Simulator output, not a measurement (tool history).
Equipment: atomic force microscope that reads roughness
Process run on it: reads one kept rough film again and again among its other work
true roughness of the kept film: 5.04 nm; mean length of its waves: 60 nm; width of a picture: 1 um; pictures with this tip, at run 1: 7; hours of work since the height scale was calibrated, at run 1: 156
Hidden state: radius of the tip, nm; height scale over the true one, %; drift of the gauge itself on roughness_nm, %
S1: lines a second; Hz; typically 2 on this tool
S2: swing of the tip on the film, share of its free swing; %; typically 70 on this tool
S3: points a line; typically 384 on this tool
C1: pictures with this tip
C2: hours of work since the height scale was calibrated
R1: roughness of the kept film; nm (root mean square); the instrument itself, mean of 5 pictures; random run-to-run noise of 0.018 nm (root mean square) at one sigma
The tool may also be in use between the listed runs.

run 1 hour=0 | S1=2 S2=70 S3=384 | C1=7 C2=156 | R1=4.378
run 2 hour=9 | S1=2 S2=70 S3=384 | C1=17 C2=160 | R1=4.322
run 3 hour=19.3 | S1=2 S2=70 S3=384 | C1=28 C2=166 | R1=4.272
run 4 hour=26.8 | S1=0.58 S2=70 S3=384 | C1=37 C2=169 | R1=4.431
run 5 hour=33.8 | S1=0.58 S2=70 S3=384 | C1=44 C2=173 | R1=4.43
run 6 hour=43.3 | S1=0.58 S2=70 S3=384 | C1=55 C2=178 | R1=4.353
-- hour=52.7 new tip fitted
run 7 hour=56.5 | S1=1.77 S2=85 S3=384 | C1=4 C2=184 | R1=4.158
run 8 hour=66.7 | S1=1.77 S2=85 S3=384 | C1=15 C2=190 | R1=4.063
run 9 hour=72.5 | S1=1.16 S2=84 S3=384 | C1=22 C2=193 | R1=4.241
run 10 hour=84.2 | S1=1.16 S2=84 S3=384 | C1=35 C2=198 | R1=4.162
run 11 hour=90.5 | S1=1.23 S2=70 S3=275 | C1=42 C2=202 | R1=4.272
run 12 hour=99.6 | S1=1.51 S2=70 S3=561 | C1=52 C2=206 | R1=4.223

Branching from run 12: 3 alternative next runs. What would each branch give?
run A hour=108.2 | S1=3.24 S2=80 S3=384 | C1=61 C2=211 | R1=?
run B hour=108.2 | S1=1.51 S2=75 S3=901 | C1=61 C2=211 | R1=?
run C hour=108.2 | S1=0.69 S2=71 S3=574 | C1=61 C2=211 | R1=?

run=A R1=3.647
run=B R1=4.128
run=C R1=4.277
Without the tool's unlogged condition, the same runs would have read:
run=A R1=3.951
run=B R1=4.47
run=C R1=4.633
